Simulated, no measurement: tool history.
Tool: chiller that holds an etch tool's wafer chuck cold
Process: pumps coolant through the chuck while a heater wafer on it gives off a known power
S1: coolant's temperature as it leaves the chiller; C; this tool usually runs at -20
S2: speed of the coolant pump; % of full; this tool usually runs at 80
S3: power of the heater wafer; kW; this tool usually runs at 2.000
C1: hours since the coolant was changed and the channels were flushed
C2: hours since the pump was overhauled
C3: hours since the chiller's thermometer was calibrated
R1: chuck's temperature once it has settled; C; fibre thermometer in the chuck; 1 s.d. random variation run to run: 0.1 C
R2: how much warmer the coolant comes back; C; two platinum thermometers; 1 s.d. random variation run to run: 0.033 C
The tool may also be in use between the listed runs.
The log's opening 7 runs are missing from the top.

{"run": 8, "day": 11.412, "S1": -29, "S2": 80, "S3": 2.0, "C1": 2321, "C2": 2402, "C3": 2219, "R1": -13.3, "R2": 5.62}
{"run": 9, "day": 13.717, "S1": -20, "S2": 80, "S3": 2.0, "C1": 2376, "C2": 2458, "C3": 2275, "R1": -4.1, "R2": 5.63}
{"run": 10, "day": 15.983, "S1": -12, "S2": 80, "S3": 2.0, "C1": 2430, "C2": 2512, "C3": 2329, "R1": 3.8, "R2": 5.67}
{"run": 11, "day": 17.808, "S1": -20, "S2": 99, "S3": 2.0, "C1": 2474, "C2": 2556, "C3": 2373, "R1": -6.3, "R2": 4.57}
{"run": 12, "day": 19.429, "S1": -20, "S2": 99, "S3": 2.0, "C1": 2513, "C2": 2595, "C3": 2412, "R1": -6.5, "R2": 4.61}
{"run": 13, "day": 21.638, "S1": -20, "S2": 99, "S3": 2.0, "C1": 2566, "C2": 2648, "C3": 2465, "R1": -6.5, "R2": 4.67}
{"run": 14, "day": 23.875, "S1": -20, "S2": 80, "S3": 2.0, "C1": 2620, "C2": 2701, "C3": 2518, "R1": -4.0, "R2": 5.68}
{"run": 15, "day": 25.096, "S1": -20, "S2": 80, "S3": 2.0, "C1": 2649, "C2": 2731, "C3": 2548, "R1": -4.0, "R2": 5.64}
{"day": 26.121, "done": "chiller's thermometer calibrated"}
{"run": 16, "day": 26.196, "S1": -20, "S2": 80, "S3": 2.0, "C1": 2674, "C2": 2756, "C3": 2, "R1": -4.3, "R2": 5.67}
{"run": 17, "day": 28.312, "S1": -20, "S2": 74, "S3": 2.0, "C1": 2725, "C2": 2807, "C3": 53, "R1": -3.4, "R2": 6.08}
{"run": 18, "day": 29.879, "S1": -20, "S2": 74, "S3": 2.0, "C1": 2763, "C2": 2845, "C3": 90, "R1": -3.3, "R2": 6.04}
{"run": 19, "day": 31.179, "S1": -20, "S2": 74, "S3": 2.0, "C1": 2794, "C2": 2876, "C3": 121, "R1": -3.4, "R2": 6.05}
{"run": 20, "day": 32.296, "S1": -29, "S2": 87, "S3": 1.979, "C1": 2821, "C2": 2902, "C3": 148, "R1": -14.5, "R2": 5.19}
{"run": 21, "day": 34.242, "S1": -30, "S2": 95, "S3": 2.655, "C1": 2868, "C2": 2949, "C3": 195, "R1": -11.8, "R2": 6.41}
{"run": 22, "day": 35.625, "S1": -24, "S2": 80, "S3": 2.0, "C1": 2901, "C2": 2982, "C3": 228, "R1": -8.2, "R2": 5.66}
{"run": 23, "day": 36.7, "S1": -20, "S2": 63, "S3": 2.0, "C1": 2927, "C2": 3008, "C3": 254, "R1": -0.9, "R2": 7.16}
{"run": 24, "day": 38.821, "S1": -20, "S2": 63, "S3": 2.0, "C1": 2977, "C2": 3059, "C3": 305, "R1": -0.8, "R2": 7.15}
{"run": 25, "day": 40.15, "S1": -20, "S2": 63, "S3": 2.0, "C1": 3009, "C2": 3091, "C3": 337, "R1": -0.9, "R2": 7.16}
{"run": 26, "day": 42.383, "S1": -19, "S2": 85, "S3": 2.124, "C1": 3063, "C2": 3145, "C3": 390, "R1": -2.9, "R2": 5.69}
{"run": 27, "day": 44.167, "S1": -19, "S2": 85, "S3": 2.124, "C1": 3106, "C2": 3187, "C3": 433, "R1": -2.8, "R2": 5.62}
{"run": 28, "day": 45.475, "S1": -16, "S2": 80, "S3": 1.363, "C1": 3137, "C2": 3219, "C3": 465, "R1": -5.1, "R2": 3.88}
{"run": 29, "day": 46.675, "S1": -23, "S2": 69, "S3": 1.363, "C1": 3166, "C2": 3248, "C3": 493, "R1": -10.6, "R2": 4.47}
{"run": 30, "day": 48.2, "S1": -11, "S2": 69, "S3": 1.774, "C1": 3203, "C2": 3284, "C3": 530, "R1": 4.9, "R2": 5.81}
{"run": 31, "day": 49.962, "S1": -15, "S2": 69, "S3": 2.239, "C1": 3245, "C2": 3327, "C3": 572, "R1": 4.8, "R2": 7.33}

Forecast each of these 5 alternatives for the next run:
{"run": "A", "day": 52.329, "S1": -14, "S2": 63, "S3": 2.479, "C1": 3302, "C2": 3383, "C3": 629, "R1": "?", "R2": "?"}
{"run": "B", "day": 52.329, "S1": -27, "S2": 75, "S3": 2.0, "C1": 3302, "C2": 3383, "C3": 629, "R1": "?", "R2": "?"}
{"run": "C", "day": 52.329, "S1": -21, "S2": 69, "S3": 1.575, "C1": 3302, "C2": 3383, "C3": 629, "R1": "?", "R2": "?"}
{"run": "D", "day": 52.329, "S1": -12, "S2": 96, "S3": 2.239, "C1": 3302, "C2": 3383, "C3": 629, "R1": "?", "R2": "?"}
{"run": "E", "day": 52.329, "S1": -16, "S2": 83, "S3": 1.16, "C1": 3302, "C2": 3383, "C3": 629, "R1": "?", "R2": "?"}

run=A R1=9.9 R2=8.86
run=B R1=-10.2 R2=6.05
run=C R1=-6.9 R2=5.18
run=D R1=3.7 R2=5.37
run=E R1=-6.9 R2=3.16
Take away the tool's hidden state, keep each run's random variation, and the runs would have read:
run=A R1=7.6 R2=8.53
run=B R1=-11.8 R2=5.83
run=C R1=-8.3 R2=5.00
run=D R1=2.2 R2=5.17
run=E R1=-7.8 R2=3.04

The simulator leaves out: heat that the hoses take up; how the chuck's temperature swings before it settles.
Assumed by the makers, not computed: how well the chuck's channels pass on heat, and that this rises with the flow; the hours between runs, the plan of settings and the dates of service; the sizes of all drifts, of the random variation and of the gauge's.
